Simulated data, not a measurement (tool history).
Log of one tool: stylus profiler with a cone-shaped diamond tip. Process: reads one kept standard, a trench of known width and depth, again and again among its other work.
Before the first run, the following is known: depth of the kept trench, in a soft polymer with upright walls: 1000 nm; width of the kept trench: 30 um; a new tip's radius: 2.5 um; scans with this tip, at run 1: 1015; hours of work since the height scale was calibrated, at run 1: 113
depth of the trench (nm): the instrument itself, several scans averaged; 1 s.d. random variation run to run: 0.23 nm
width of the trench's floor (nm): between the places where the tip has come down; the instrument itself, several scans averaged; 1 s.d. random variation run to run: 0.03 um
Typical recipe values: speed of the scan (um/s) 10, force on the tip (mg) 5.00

run	hour	speed of the scan (um/s)	force on the tip (mg)	scans with this tip	hours of work since the height scale was calibrated	depth of the trench (nm)	width of the trench's floor (nm)
1	0.0	10	5.00	1015	113	1023.74	25870
2	15.4	10	5.00	1123	125	1023.59	25880
3	35.6	34	5.00	1265	141	1023.65	25750
4	51.9	34	5.00	1379	153	1023.72	25720
5	73.1	34	5.00	1527	170	1023.80	25720
6	88.9	4	5.00	1638	182	1023.96	25830
7	104.7	4	5.00	1749	194	1023.91	25770
8	125.4	10	2.22	1893	210	1014.37	25720
# hour 127.0: height scale calibrated on a step standard
9	136.4	18	2.22	1967	7	1014.78	25620
10	155.9	2	10.95	2104	23	1040.20	25730
11	170.2	2	10.95	2204	34	1040.55	25740

Here are 5 independent what-if runs from the current tool condition. What would each one return?
A	183.9	32	7.67	2299	44	?	?
B	183.9	10	9.47	2299	44	?	?
C	183.9	7	8.67	2299	44	?	?
D	183.9	30	10.58	2299	44	?	?
E	183.9	35	5.00	2299	44	?	?

run	depth of the trench (nm)	width of the trench's floor (nm)
A	1031.90	25640
B	1036.92	25660
C	1034.54	25660
D	1039.40	25660
E	1024.41	25670
Had the tool no hidden state, the same runs would have come out as:
run	depth of the trench (nm)	width of the trench's floor (nm)
A	1030.44	25940
B	1035.45	25960
C	1033.08	25960
D	1037.93	25960
E	1022.96	25960
